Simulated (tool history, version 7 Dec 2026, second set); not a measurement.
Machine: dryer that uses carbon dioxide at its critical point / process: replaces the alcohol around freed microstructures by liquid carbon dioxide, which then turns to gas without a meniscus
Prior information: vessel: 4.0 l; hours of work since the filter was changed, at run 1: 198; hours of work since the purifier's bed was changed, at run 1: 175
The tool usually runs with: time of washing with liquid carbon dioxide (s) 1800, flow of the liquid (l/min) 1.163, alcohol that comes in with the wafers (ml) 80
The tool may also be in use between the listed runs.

run,day,time of washing with liquid carbon dioxide (s),flow of the liquid (l/min),alcohol that comes in with the wafers (ml),hours of work since the filter was changed,hours of work since the purifier's bed was changed,alcohol left in the vessel before it's heated (ppm by volume)
1,0.000,1800,1.163,80,198,175,52
2,0.467,1800,1.163,21,202,179,36
3,0.908,1800,1.163,24,206,183,35
4,1.238,1800,1.163,24,209,186,37
5,1.583,1800,1.520,24,212,189,40
6,1.862,1800,0.780,80,214,191,209
7,2.192,1800,0.780,80,217,194,212
8,2.633,1860,1.550,80,221,198,35
9,3.146,1860,1.590,80,225,202,31
10,3.604,1140,1.840,108,229,206,50
11,4.167,1140,1.840,108,234,211,50
12,4.658,1140,1.840,108,239,216,57
13,5.004,1320,0.970,118,242,219,430

How would selected steps in alcohol left in the vessel before it's heated (ppm by volume) from run to run divide? Give the signed amount a tool lacking its hidden state would still show from settings, what came in and random variation, and the signed amount left for the hidden state, including any gauge scatter that is not in both of the compared results.
Hidden state at play: flow that reaches the vessel past the clogged filter, %; alcohol in the recycled carbon dioxide, ppm; drift of the gauge itself on alcohol_ppm, %.
Run 12 -> 13: time of washing with liquid carbon dioxide (s) 1140 -> 1320, flow of the liquid (l/min) 1.840 -> 0.970, alcohol that comes in with the wafers (ml) 108 -> 118. alcohol left in the vessel before it's heated (ppm by volume) +373: hidden state +108, all else +265.
